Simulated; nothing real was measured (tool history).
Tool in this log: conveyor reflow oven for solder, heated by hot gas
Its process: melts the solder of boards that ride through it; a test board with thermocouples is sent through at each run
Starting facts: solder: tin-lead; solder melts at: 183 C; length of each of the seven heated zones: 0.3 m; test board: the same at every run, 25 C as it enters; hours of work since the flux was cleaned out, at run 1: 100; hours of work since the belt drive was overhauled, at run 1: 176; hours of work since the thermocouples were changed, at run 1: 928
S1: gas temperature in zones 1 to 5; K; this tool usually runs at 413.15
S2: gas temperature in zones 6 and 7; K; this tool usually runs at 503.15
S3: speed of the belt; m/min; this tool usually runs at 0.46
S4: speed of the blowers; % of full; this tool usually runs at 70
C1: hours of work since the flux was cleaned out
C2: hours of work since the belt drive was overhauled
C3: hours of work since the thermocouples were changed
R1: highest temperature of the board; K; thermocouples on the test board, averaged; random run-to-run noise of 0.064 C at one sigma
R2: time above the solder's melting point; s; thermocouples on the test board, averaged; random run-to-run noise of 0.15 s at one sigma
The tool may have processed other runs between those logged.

run 1 day=0 | S1=413.15 S2=503.15 S3=0.46 S4=70 | C1=100 C2=176 C3=928 | R1=487.92 R2=57.3
run 2 day=1.346 | S1=423.15 S2=503.15 S3=0.46 S4=70 | C1=121 C2=197 C3=949 | R1=489.59 R2=62.9
run 3 day=3.158 | S1=423.15 S2=503.15 S3=0.46 S4=70 | C1=149 C2=225 C3=977 | R1=489.58 R2=62.7
run 4 day=4.317 | S1=423.15 S2=503.15 S3=0.46 S4=70 | C1=167 C2=243 C3=995 | R1=489.46 R2=63.2
run 5 day=5.208 | S1=423.15 S2=503.15 S3=0.46 S4=70 | C1=181 C2=257 C3=1009 | R1=489.56 R2=63.1
-- day=5.679 thermocouples of zones 6 and 7 changed
run 6 day=6.967 | S1=423.15 S2=503.15 S3=0.46 S4=70 | C1=207 C2=283 C3=20 | R1=489.57 R2=62.8
run 7 day=8.754 | S1=413.15 S2=492.15 S3=0.46 S4=70 | C1=235 C2=311 C3=48 | R1=478.16 R2=48
run 8 day=9.65 | S1=413.15 S2=503.15 S3=0.46 S4=70 | C1=249 C2=325 C3=62 | R1=487.74 R2=57.2
-- day=10.004 flux residue cleaned out of gas plates and filters
run 9 day=10.75 | S1=413.15 S2=503.15 S3=0.46 S4=70 | C1=12 C2=339 C3=76 | R1=487.74 R2=57.2
run 10 day=11.621 | S1=413.15 S2=503.15 S3=0.46 S4=70 | C1=25 C2=352 C3=89 | R1=487.7 R2=57.2
run 11 day=12.738 | S1=413.15 S2=503.15 S3=0.46 S4=70 | C1=43 C2=370 C3=107 | R1=487.75 R2=57.4
run 12 day=14.329 | S1=413.15 S2=503.15 S3=0.46 S4=70 | C1=67 C2=394 C3=131 | R1=487.77 R2=57.7
run 13 day=15.588 | S1=413.15 S2=503.15 S3=0.404 S4=70 | C1=87 C2=414 C3=151 | R1=491.42 R2=69.5
run 14 day=17.079 | S1=413.15 S2=503.15 S3=0.404 S4=70 | C1=110 C2=437 C3=174 | R1=491.45 R2=69.5
run 15 day=18.425 | S1=413.15 S2=503.15 S3=0.404 S4=70 | C1=131 C2=458 C3=195 | R1=491.33 R2=69.5
run 16 day=19.592 | S1=413.15 S2=503.15 S3=0.404 S4=70 | C1=149 C2=476 C3=213 | R1=491.28 R2=69.3
run 17 day=21.267 | S1=401.15 S2=506.15 S3=0.404 S4=70 | C1=175 C2=502 C3=239 | R1=492.36 R2=65.6
run 18 day=22.388 | S1=413.15 S2=503.15 S3=0.467 S4=70 | C1=192 C2=519 C3=256 | R1=487.3 R2=56
run 19 day=23.267 | S1=413.15 S2=515.15 S3=0.46 S4=71 | C1=206 C2=533 C3=270 | R1=498.36 R2=65.1
run 20 day=24.004 | S1=418.15 S2=501.15 S3=0.484 S4=81 | C1=218 C2=545 C3=282 | R1=487.1 R2=56
run 21 day=25.738 | S1=418.15 S2=501.15 S3=0.484 S4=81 | C1=245 C2=572 C3=309 | R1=487.25 R2=56.2
-- day=26.462 flux residue cleaned out of gas plates and filters
run 22 day=27.467 | S1=418.15 S2=501.15 S3=0.484 S4=81 | C1=16 C2=595 C3=332 | R1=487.21 R2=56.3
run 23 day=28.983 | S1=412.15 S2=505.15 S3=0.46 S4=73 | C1=39 C2=619 C3=356 | R1=489.91 R2=58.8
run 24 day=30.329 | S1=412.15 S2=505.15 S3=0.46 S4=73 | C1=60 C2=640 C3=377 | R1=489.9 R2=59
run 25 day=31.146 | S1=404.15 S2=505.15 S3=0.46 S4=73 | C1=73 C2=652 C3=389 | R1=488.61 R2=54.9
run 26 day=32.404 | S1=413.15 S2=503.15 S3=0.485 S4=71 | C1=92 C2=672 C3=409 | R1=486.38 R2=52.9

Predict the results of run 27:
run 27 day=34.012 | S1=413.15 S2=509.15 S3=0.46 S4=70 | C1=117 C2=697 C3=434 | R1=? R2=?

R1: 492.94 K
R2: 61.7 s
If the tool had no hidden condition, the same run with the same run-to-run variation would have returned R1 492.92 K, R2 61.7 s.
